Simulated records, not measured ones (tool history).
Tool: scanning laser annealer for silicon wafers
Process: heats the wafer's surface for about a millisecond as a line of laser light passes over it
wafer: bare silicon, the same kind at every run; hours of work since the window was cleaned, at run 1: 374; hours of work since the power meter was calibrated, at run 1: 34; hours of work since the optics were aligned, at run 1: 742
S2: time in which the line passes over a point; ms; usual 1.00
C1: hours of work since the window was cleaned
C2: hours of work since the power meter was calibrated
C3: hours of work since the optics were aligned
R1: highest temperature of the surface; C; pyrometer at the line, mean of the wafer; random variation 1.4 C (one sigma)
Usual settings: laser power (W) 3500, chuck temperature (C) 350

run 1 hour=0.0 | laser_power_(W)=3500 S2=1.00 chuck_temperature_(C)=350 | C1=374 C2=34 C3=742 | R1=1097
run 2 hour=20.6 | laser_power_(W)=3500 S2=0.96 chuck_temperature_(C)=350 | C1=388 C2=48 C3=757 | R1=1084
run 3 hour=37.8 | laser_power_(W)=3500 S2=0.96 chuck_temperature_(C)=350 | C1=400 C2=60 C3=768 | R1=1081
run 4 hour=51.4 | laser_power_(W)=3594 S2=0.96 chuck_temperature_(C)=350 | C1=410 C2=70 C3=778 | R1=1106
run 5 hour=66.0 | laser_power_(W)=3594 S2=0.96 chuck_temperature_(C)=350 | C1=420 C2=80 C3=788 | R1=1105
run 6 hour=82.2 | laser_power_(W)=3594 S2=0.96 chuck_temperature_(C)=350 | C1=431 C2=91 C3=799 | R1=1105
-- hour=94.3 optics aligned, line set to its width
run 7 hour=114.7 | laser_power_(W)=3500 S2=1.00 chuck_temperature_(C)=317 | C1=450 C2=110 C3=14 | R1=1073
run 8 hour=129.0 | laser_power_(W)=3289 S2=1.00 chuck_temperature_(C)=350 | C1=460 C2=120 C3=24 | R1=1053
run 9 hour=152.3 | laser_power_(W)=3289 S2=1.00 chuck_temperature_(C)=350 | C1=477 C2=137 C3=40 | R1=1053
run 10 hour=169.1 | laser_power_(W)=3289 S2=1.00 chuck_temperature_(C)=320 | C1=488 C2=148 C3=52 | R1=1023
run 11 hour=197.7 | laser_power_(W)=3289 S2=0.85 chuck_temperature_(C)=320 | C1=508 C2=168 C3=72 | R1=973
run 12 hour=225.9 | laser_power_(W)=3289 S2=0.85 chuck_temperature_(C)=320 | C1=528 C2=188 C3=92 | R1=971
run 13 hour=239.1 | laser_power_(W)=3289 S2=0.85 chuck_temperature_(C)=320 | C1=537 C2=197 C3=101 | R1=974
run 14 hour=260.9 | laser_power_(W)=3289 S2=0.85 chuck_temperature_(C)=320 | C1=552 C2=212 C3=116 | R1=968
run 15 hour=278.5 | laser_power_(W)=3289 S2=0.85 chuck_temperature_(C)=320 | C1=564 C2=225 C3=128 | R1=969
run 16 hour=294.9 | laser_power_(W)=3289 S2=0.85 chuck_temperature_(C)=320 | C1=576 C2=236 C3=140 | R1=971
run 17 hour=311.8 | laser_power_(W)=3500 S2=1.00 chuck_temperature_(C)=350 | C1=588 C2=248 C3=152 | R1=1102
run 18 hour=324.7 | laser_power_(W)=3500 S2=1.00 chuck_temperature_(C)=350 | C1=597 C2=257 C3=161 | R1=1099
run 19 hour=349.5 | laser_power_(W)=3500 S2=1.00 chuck_temperature_(C)=350 | C1=614 C2=274 C3=178 | R1=1101
run 20 hour=367.8 | laser_power_(W)=3500 S2=1.24 chuck_temperature_(C)=350 | C1=627 C2=287 C3=191 | R1=1177
run 21 hour=396.1 | laser_power_(W)=3363 S2=0.98 chuck_temperature_(C)=340 | C1=646 C2=307 C3=210 | R1=1049
run 22 hour=413.7 | laser_power_(W)=3494 S2=0.98 chuck_temperature_(C)=340 | C1=659 C2=319 C3=223 | R1=1080
run 23 hour=444.0 | laser_power_(W)=3295 S2=1.07 chuck_temperature_(C)=323 | C1=680 C2=340 C3=244 | R1=1039
run 24 hour=459.7 | laser_power_(W)=3295 S2=1.07 chuck_temperature_(C)=323 | C1=691 C2=351 C3=255 | R1=1044
-- hour=465.9 window over the wafer cleaned
run 25 hour=478.9 | laser_power_(W)=3216 S2=1.00 chuck_temperature_(C)=334 | C1=9 C2=363 C3=267 | R1=1001
run 26 hour=508.1 | laser_power_(W)=3500 S2=0.89 chuck_temperature_(C)=318 | C1=29 C2=383 C3=287 | R1=1019
run 27 hour=529.9 | laser_power_(W)=3500 S2=1.00 chuck_temperature_(C)=368 | C1=45 C2=398 C3=302 | R1=1111
run 28 hour=549.1 | laser_power_(W)=3500 S2=1.00 chuck_temperature_(C)=368 | C1=58 C2=412 C3=316 | R1=1107

The next listed run, before its measurement:
-- hour=567.5 window over the wafer cleaned, once more
run 29 hour=578.9 | laser_power_(W)=3500 S2=1.00 chuck_temperature_(C)=368 | C1=8 C2=431 C3=335 | R1=?

R1: 1137 C
Without the tool's hidden state the same run would have given R1 1142 C.

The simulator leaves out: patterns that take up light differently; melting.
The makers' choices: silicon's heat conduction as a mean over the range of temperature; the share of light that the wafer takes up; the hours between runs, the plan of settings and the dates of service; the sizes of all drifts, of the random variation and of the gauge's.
